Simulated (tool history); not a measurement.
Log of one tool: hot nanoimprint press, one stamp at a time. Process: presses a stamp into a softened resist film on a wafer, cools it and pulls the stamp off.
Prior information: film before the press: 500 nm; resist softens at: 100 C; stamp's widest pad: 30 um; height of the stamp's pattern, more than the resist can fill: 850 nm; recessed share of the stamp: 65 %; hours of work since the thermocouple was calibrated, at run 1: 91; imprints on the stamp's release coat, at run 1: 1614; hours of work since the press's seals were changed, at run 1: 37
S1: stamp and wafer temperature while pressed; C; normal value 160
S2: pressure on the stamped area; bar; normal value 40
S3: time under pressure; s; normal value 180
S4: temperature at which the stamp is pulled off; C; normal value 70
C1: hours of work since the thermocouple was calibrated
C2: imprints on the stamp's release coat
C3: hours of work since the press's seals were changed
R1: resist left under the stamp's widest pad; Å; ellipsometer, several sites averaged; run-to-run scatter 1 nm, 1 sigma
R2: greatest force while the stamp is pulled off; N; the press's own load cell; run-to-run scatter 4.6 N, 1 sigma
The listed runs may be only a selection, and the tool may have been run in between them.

| run | hour | S1 | S2 | S3 | S4 | C1 | C2 | C3 | R1 | R2 |
|---|---|---|---|---|---|---|---|---|---|---|
| 1 | 0 | 160 | 40 | 180 | 70 | 91 | 1614 | 37 | 1870 | 347 |
|  | 15.8 | stamp cleaned and given a new release coat |
| 2 | 61.4 | 160 | 40 | 180 | 70 | 119 | 150 | 65 | 1897 | 228 |
| 3 | 98.1 | 160 | 40 | 180 | 70 | 138 | 271 | 84 | 1905 | 247 |
| 4 | 145 | 160 | 40 | 107 | 70 | 162 | 426 | 109 | 2340 | 262 |
| 5 | 181.4 | 160 | 40 | 180 | 70 | 181 | 545 | 127 | 1902 | 266 |
| 6 | 230.2 | 160 | 40 | 180 | 70 | 206 | 706 | 152 | 1927 | 273 |
| 7 | 260.5 | 160 | 40 | 180 | 70 | 222 | 805 | 168 | 1946 | 270 |
| 8 | 308.1 | 160 | 40 | 180 | 55 | 246 | 962 | 193 | 1938 | 330 |
| 9 | 338.5 | 160 | 40 | 180 | 70 | 262 | 1062 | 208 | 1972 | 299 |
| 10 | 380.9 | 160 | 40 | 180 | 70 | 284 | 1202 | 230 | 1959 | 313 |
| 11 | 427.7 | 160 | 40 | 180 | 70 | 308 | 1356 | 254 | 1965 | 325 |
| 12 | 457.4 | 160 | 40 | 180 | 70 | 323 | 1453 | 269 | 1988 | 330 |
| 13 | 505.8 | 160 | 40 | 180 | 70 | 348 | 1613 | 294 | 2006 | 334 |
|  | 523.5 | stamp cleaned and given a new release coat |
|  | 545.1 | plate thermocouple calibrated |
| 14 | 566.5 | 160 | 40 | 180 | 70 | 11 | 132 | 321 | 1848 | 228 |
| 15 | 598.9 | 160 | 37.6 | 180 | 70 | 28 | 238 | 338 | 1879 | 242 |
| 16 | 638 | 160 | 40 | 285 | 65 | 48 | 367 | 358 | 1531 | 263 |
| 17 | 688.7 | 151 | 34.6 | 225 | 70 | 74 | 534 | 384 | 3171 | 261 |
| 18 | 715.7 | 155 | 41.7 | 205 | 70 | 88 | 622 | 398 | 2412 | 268 |
| 19 | 752.4 | 169 | 27.9 | 106 | 61 | 107 | 743 | 417 | 1627 | 293 |
| 20 | 783 | 169 | 27.9 | 106 | 61 | 123 | 844 | 433 | 1606 | 295 |
| 21 | 822.3 | 169 | 27.9 | 106 | 61 | 143 | 973 | 453 | 1628 | 313 |
| 22 | 850.4 | 169 | 27.9 | 106 | 61 | 157 | 1066 | 467 | 1630 | 315 |
| 23 | 894.4 | 169 | 27.9 | 106 | 61 | 180 | 1210 | 490 | 1646 | 324 |
| 24 | 932.1 | 160 | 40 | 135 | 58 | 199 | 1335 | 509 | 2146 | 339 |
| 25 | 974 | 169 | 24.3 | 135 | 58 | 221 | 1472 | 531 | 1593 | 352 |
|  | 1034.4 | stamp cleaned and given a new release coat |
| 26 | 1034.4 | 169 | 39.6 | 135 | 62 | 249 | 0 | 559 | 1269 | 238 |
| 27 | 1086.5 | 169 | 39.6 | 236 | 69 | 276 | 172 | 586 | 994 | 235 |
| 28 | 1123 | 167 | 40 | 136 | 64 | 295 | 292 | 605 | 1433 | 255 |
| 29 | 1158.6 | 163 | 30.3 | 114 | 73 | 313 | 409 | 623 | 2221 | 248 |
| 30 | 1189.9 | 160 | 40 | 180 | 67 | 329 | 512 | 639 | 1980 | 261 |

Same runs, no hidden state in the tool, same run-to-run variation:
The tool's hidden condition here consists of: true temperature over the reading, C; pressure that arrives at the usual setting, %; grip of the stamp's worn release coat, % over a new coat's; drift of the gauge itself on residual_nm, %; drift of the gauge itself on pull_off_n, %.
| run | R1 | R2 |
|---|---|---|
| 1 | 1824 | 228 |
| 2 | 1837 | 217 |
| 3 | 1836 | 228 |
| 4 | 2248 | 231 |
| 5 | 1814 | 228 |
| 6 | 1827 | 224 |
| 7 | 1837 | 216 |
| 8 | 1818 | 253 |
| 9 | 1842 | 224 |
| 10 | 1820 | 226 |
| 11 | 1813 | 226 |
| 12 | 1829 | 225 |
| 13 | 1834 | 218 |
| 14 | 1845 | 219 |
| 15 | 1870 | 226 |
| 16 | 1514 | 237 |
| 17 | 3136 | 225 |
| 18 | 2364 | 226 |
| 19 | 1595 | 238 |
| 20 | 1569 | 234 |
| 21 | 1584 | 240 |
| 22 | 1582 | 236 |
| 23 | 1590 | 234 |
| 24 | 2049 | 238 |
| 25 | 1528 | 240 |
| 26 | 1197 | 237 |
| 27 | 931 | 223 |
| 28 | 1336 | 234 |
| 29 | 2083 | 220 |
| 30 | 1828 | 225 |

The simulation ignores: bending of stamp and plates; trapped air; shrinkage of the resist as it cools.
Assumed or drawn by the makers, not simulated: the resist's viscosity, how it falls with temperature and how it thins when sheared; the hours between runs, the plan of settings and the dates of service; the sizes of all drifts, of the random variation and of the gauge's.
